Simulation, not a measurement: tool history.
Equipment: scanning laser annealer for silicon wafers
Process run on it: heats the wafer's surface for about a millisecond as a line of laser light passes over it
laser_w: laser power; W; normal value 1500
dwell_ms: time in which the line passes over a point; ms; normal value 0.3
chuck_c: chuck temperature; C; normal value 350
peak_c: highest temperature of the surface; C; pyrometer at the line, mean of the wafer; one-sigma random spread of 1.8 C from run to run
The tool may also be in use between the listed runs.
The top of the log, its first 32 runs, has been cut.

run    hour  laser_w  dwell_ms  chuck_c  peak_c
 33  1007.2     1287     0.288      326     905
 34  1036.8     1287     0.288      326     897
 35  1066.4     1635     0.288      354    1124
 36  1088.4     1414     0.259      384     996
 37    1111     1414     0.357      384    1097
 38  1144.6     1414     0.357      384    1096
 39  1173.6     1414     0.335      337    1024
 40  1191.5     1450       0.3      373    1049
 41  1232.8     1450       0.3      373    1050
 42  1276.4     1426     0.221      330     907

What if the next run were any one of these 3? Each begins from the tool's condition after run 42:
  A  1310.6     1480       0.3      378       ?
  B  1310.6     1350     0.234      350       ?
  C  1310.6     1334     0.363      321       ?

run  peak_c
  A    1069
  B     904
  C     984
Had the tool no hidden state, the same runs would have come out as:
run  peak_c
  A    1086
  B     918
  C    1000
